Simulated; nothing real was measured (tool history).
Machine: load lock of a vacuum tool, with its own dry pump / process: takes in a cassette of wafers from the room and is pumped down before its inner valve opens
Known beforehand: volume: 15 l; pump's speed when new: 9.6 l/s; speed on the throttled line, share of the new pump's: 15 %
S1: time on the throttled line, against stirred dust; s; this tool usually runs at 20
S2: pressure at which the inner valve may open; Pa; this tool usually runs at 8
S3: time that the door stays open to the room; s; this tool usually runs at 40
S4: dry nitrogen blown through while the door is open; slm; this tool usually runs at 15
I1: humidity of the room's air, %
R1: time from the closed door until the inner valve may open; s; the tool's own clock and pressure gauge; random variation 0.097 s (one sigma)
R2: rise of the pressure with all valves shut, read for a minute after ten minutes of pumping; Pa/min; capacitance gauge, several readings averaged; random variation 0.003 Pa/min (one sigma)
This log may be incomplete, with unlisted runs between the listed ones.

run 1 hour=0.0 | S1=20 S2=8 S3=40 S4=15 | I1=43.1 | R1=31.85 R2=0.240
run 2 hour=131.7 | S1=20 S2=8 S3=40 S4=15 | I1=47.2 | R1=31.83 R2=0.245
run 3 hour=217.9 | S1=20 S2=8 S3=40 S4=15 | I1=46.4 | R1=31.89 R2=0.251
run 4 hour=389.4 | S1=20 S2=8 S3=40 S4=15 | I1=46.4 | R1=31.99 R2=0.254
run 5 hour=474.5 | S1=20 S2=8 S3=40 S4=15 | I1=47.7 | R1=31.98 R2=0.252
run 6 hour=644.6 | S1=20 S2=8 S3=25 S4=15 | I1=43.4 | R1=32.00 R2=0.246
run 7 hour=727.5 | S1=20 S2=8 S3=25 S4=15 | I1=45.3 | R1=32.09 R2=0.246
run 8 hour=878.6 | S1=34 S2=8 S3=40 S4=15 | I1=45.1 | R1=43.83 R2=0.263
run 9 hour=978.8 | S1=20 S2=8 S3=40 S4=15 | I1=48.8 | R1=31.92 R2=0.268
run 10 hour=1153.9 | S1=20 S2=8 S3=40 S4=15 | I1=42.5 | R1=32.16 R2=0.259
run 11 hour=1239.4 | S1=20 S2=8 S3=40 S4=15 | I1=44.5 | R1=32.04 R2=0.261
run 12 hour=1337.5 | S1=20 S2=9 S3=40 S4=15 | I1=45.2 | R1=31.76 R2=0.263
run 13 hour=1431.2 | S1=20 S2=8 S3=40 S4=15 | I1=44.7 | R1=32.05 R2=0.266
run 14 hour=1561.5 | S1=20 S2=8 S3=40 S4=15 | I1=45.3 | R1=32.02 R2=0.276
run 15 hour=1708.4 | S1=20 S2=8 S3=40 S4=15 | I1=43.6 | R1=32.10 R2=0.278
run 16 hour=1847.3 | S1=20 S2=8 S3=57 S4=15 | I1=45.7 | R1=32.08 R2=0.281
run 17 hour=1988.9 | S1=20 S2=8 S3=57 S4=15 | I1=43.4 | R1=32.01 R2=0.279
run 18 hour=2171.5 | S1=20 S2=8 S3=57 S4=15 | I1=46.4 | R1=32.14 R2=0.285
run 19 hour=2252.3 | S1=20 S2=8 S3=57 S4=15 | I1=48.3 | R1=32.06 R2=0.286
run 20 hour=2351.1 | S1=20 S2=8 S3=200 S4=15 | I1=47.8 | R1=32.02 R2=0.314
run 21 hour=2459.2 | S1=14 S2=6 S3=200 S4=19 | I1=42.4 | R1=27.52 R2=0.302
run 22 hour=2572.3 | S1=14 S2=6 S3=200 S4=19 | I1=47.0 | R1=27.63 R2=0.317
run 23 hour=2732.1 | S1=14 S2=6 S3=200 S4=19 | I1=43.9 | R1=27.64 R2=0.311
run 24 hour=2876.0 | S1=14 S2=15 S3=71 S4=40 | I1=44.1 | R1=25.85 R2=0.281
run 25 hour=3065.0 | S1=14 S2=8 S3=168 S4=40 | I1=43.1 | R1=27.10 R2=0.289
run 26 hour=3244.0 | S1=16 S2=10 S3=83 S4=6 | I1=48.3 | R1=28.43 R2=0.354
run 27 hour=3354.7 | S1=20 S2=8 S3=109 S4=8 | I1=46.2 | R1=32.33 R2=0.345
run 28 hour=3532.1 | S1=12 S2=16 S3=40 S4=15 | I1=42.5 | R1=24.11 R2=0.310
run 29 hour=3635.1 | S1=16 S2=14 S3=39 S4=27 | I1=44.2 | R1=27.68 R2=0.298
run 30 hour=3770.3 | S1=33 S2=15 S3=160 S4=15 | I1=45.1 | R1=41.98 R2=0.340
run 31 hour=3917.7 | S1=20 S2=11 S3=40 S4=15 | I1=44.7 | R1=31.57 R2=0.319
run 32 hour=4103.8 | S1=20 S2=11 S3=34 S4=6 | I1=41.6 | R1=31.75 R2=0.339
run 33 hour=4279.4 | S1=31 S2=14 S3=29 S4=9 | I1=44.0 | R1=40.45 R2=0.334
run 34 hour=4451.5 | S1=31 S2=14 S3=29 S4=9 | I1=42.9 | R1=40.59 R2=0.334
run 35 hour=4567.5 | S1=20 S2=8 S3=40 S4=26 | I1=44.6 | R1=32.23 R2=0.323
run 36 hour=4699.7 | S1=16 S2=8 S3=40 S4=26 | I1=43.4 | R1=28.84 R2=0.326
run 37 hour=4796.5 | S1=16 S2=8 S3=29 S4=26 | I1=46.3 | R1=28.85 R2=0.317

4 options for the next run, each taken on its own from the tool as it stands now. Forecast them:
run A hour=4923.6 | S1=16 S2=8 S3=29 S4=26 | I1=43.1 | R1=? R2=?
run B hour=4923.6 | S1=14 S2=8 S3=55 S4=15 | I1=46.9 | R1=? R2=?
run C hour=4923.6 | S1=16 S2=12 S3=172 S4=18 | I1=43.2 | R1=? R2=?
run D hour=4923.6 | S1=11 S2=8 S3=40 S4=4 | I1=45.2 | R1=? R2=?

run=A R1=29.04 R2=0.327
run=B R1=27.16 R2=0.351
run=C R1=28.27 R2=0.352
run=D R1=24.65 R2=0.375
With no hidden state in the tool, these same runs would have given:
run=A R1=28.63 R2=0.035
run=B R1=26.78 R2=0.063
run=C R1=27.91 R2=0.067
run=D R1=24.25 R2=0.086

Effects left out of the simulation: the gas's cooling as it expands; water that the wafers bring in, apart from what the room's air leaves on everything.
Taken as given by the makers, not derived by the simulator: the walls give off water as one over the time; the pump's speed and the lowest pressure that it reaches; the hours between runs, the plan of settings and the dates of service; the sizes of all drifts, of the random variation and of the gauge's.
